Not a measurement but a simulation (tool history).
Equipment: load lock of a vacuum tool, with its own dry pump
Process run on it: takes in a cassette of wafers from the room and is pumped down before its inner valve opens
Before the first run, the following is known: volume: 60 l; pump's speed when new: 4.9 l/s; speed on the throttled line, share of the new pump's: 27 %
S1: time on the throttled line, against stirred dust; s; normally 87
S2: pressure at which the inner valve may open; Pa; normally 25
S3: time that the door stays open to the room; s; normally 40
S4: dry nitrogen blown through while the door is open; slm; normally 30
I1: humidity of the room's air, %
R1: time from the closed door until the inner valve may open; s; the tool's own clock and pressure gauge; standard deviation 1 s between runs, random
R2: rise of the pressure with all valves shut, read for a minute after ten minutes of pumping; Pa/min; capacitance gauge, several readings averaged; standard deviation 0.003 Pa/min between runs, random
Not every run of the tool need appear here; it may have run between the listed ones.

run    hour   S1  S2   S3  S4    I1     R1     R2
  1     0.0   87  25   40  30  43.8  168.8  0.097
  2   100.0   57  25   40  30  49.0  149.0  0.099
  3   195.4   57  25   40  30  45.7  149.0  0.099
  4   370.9   57  25   40  30  43.5  148.0  0.105
  5   535.9   87  26   40  30  44.3  169.3  0.104
  6   662.0   87  25   40  15  50.3  171.0  0.113
  7   748.3   87  25   40  15  47.8  170.2  0.109
  8   863.9  146  27  181   4  43.0  211.0  0.154
  9  1000.0  146  35   34   4  43.6  208.5  0.119
 10  1078.6  108  39   40  30  46.5  179.6  0.111
 11  1151.9  108  39   40  15  41.8  180.5  0.121
 12  1296.2  108  39   40  15  46.3  177.7  0.122
 13  1417.1   87  25   75  10  40.4  170.4  0.131

Forecast each of these 4 alternatives for the next run:
  A  1543.2  87  25   75  38  45.2   ?   ?
  B  1543.2  66  25   28  11  47.8   ?   ?
  C  1543.2  77  25  138  44  46.1   ?   ?
  D  1543.2  60  20   40  30  42.3   ?   ?

run     R1     R2
  A  168.1  0.128
  B  153.7  0.125
  C  163.8  0.133
  D  154.1  0.119
Without the tool's hidden state the same runs would have given:
run     R1     R2
  A  162.5  0.030
  B  147.6  0.024
  C  157.9  0.035
  D  147.6  0.021
